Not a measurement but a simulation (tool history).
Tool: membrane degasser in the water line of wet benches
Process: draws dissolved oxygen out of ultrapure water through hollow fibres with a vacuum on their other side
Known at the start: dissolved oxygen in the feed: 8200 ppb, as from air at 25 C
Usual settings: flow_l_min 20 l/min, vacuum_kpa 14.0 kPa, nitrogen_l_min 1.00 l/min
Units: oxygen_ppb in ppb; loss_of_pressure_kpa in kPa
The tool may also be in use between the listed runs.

run,hour,flow_l_min,vacuum_kpa,nitrogen_l_min,oxygen_ppb,loss_of_pressure_kpa
1,0.0,20,14.0,1.00,514.8,42.95
2,90.0,20,14.0,1.00,517.2,42.76
3,157.8,20,14.0,1.00,516.3,43.14
4,219.6,20,14.0,1.00,514.0,43.13
5,282.3,20,14.0,1.00,515.7,43.16
6,406.0,20,12.9,1.00,472.3,43.25
7,538.4,20,12.9,1.00,471.1,43.40
8,603.1,20,12.9,1.00,471.1,43.10
9,715.6,20,12.9,1.00,471.9,43.46
10,798.7,20,26.5,1.00,982.2,43.04
11,928.6,20,26.5,1.00,982.7,43.95
12,1040.9,16,14.0,1.00,399.6,34.89
13,1108.2,16,14.0,1.00,397.7,34.65
14,1167.2,16,14.0,1.00,400.3,35.20
15,1267.7,16,14.0,1.00,403.4,34.94
16,1339.2,20,14.0,1.00,518.3,43.80
17,1435.6,30,25.9,0.49,2170.3,65.73
18,1522.5,20,8.7,1.00,302.6,43.69
# hour 1579.3: gauge calibrated
19,1579.3,20,8.7,1.00,296.7,42.82
20,1635.5,17,15.0,0.70,616.5,36.36
21,1761.3,17,15.0,0.70,618.4,36.79
22,1883.7,17,15.0,0.70,617.7,36.52
23,1950.1,20,18.5,2.97,300.8,43.54
24,2075.6,24,18.5,0.90,898.2,52.11
25,2187.7,24,18.5,0.90,889.5,52.03
26,2285.5,19,11.8,1.57,283.9,40.86
27,2352.0,17,11.2,0.69,442.8,36.85
28,2459.3,32,13.5,0.85,949.7,69.54
29,2554.0,17,16.9,0.93,571.2,36.90
30,2672.6,15,14.0,1.11,347.5,32.66
31,2792.3,28,9.4,0.41,849.8,61.20

Forecast each of these 5 alternatives for the next run:
A,2906.7,14,17.0,0.90,?,?
B,2906.7,28,11.7,0.41,?,?
C,2906.7,20,32.2,1.00,?,?
D,2906.7,28,15.8,2.27,?,?
E,2906.7,28,8.5,0.53,?,?

run,oxygen_ppb,loss_of_pressure_kpa
A,478.0,30.59
B,1069.8,61.22
C,1177.4,43.62
D,519.0,61.30
E,663.8,61.28
Without the tool's hidden state the same runs would have given:
run,oxygen_ppb,loss_of_pressure_kpa
A,477.9,29.95
B,1069.5,59.94
C,1177.2,42.70
D,518.7,60.01
E,663.4,60.00

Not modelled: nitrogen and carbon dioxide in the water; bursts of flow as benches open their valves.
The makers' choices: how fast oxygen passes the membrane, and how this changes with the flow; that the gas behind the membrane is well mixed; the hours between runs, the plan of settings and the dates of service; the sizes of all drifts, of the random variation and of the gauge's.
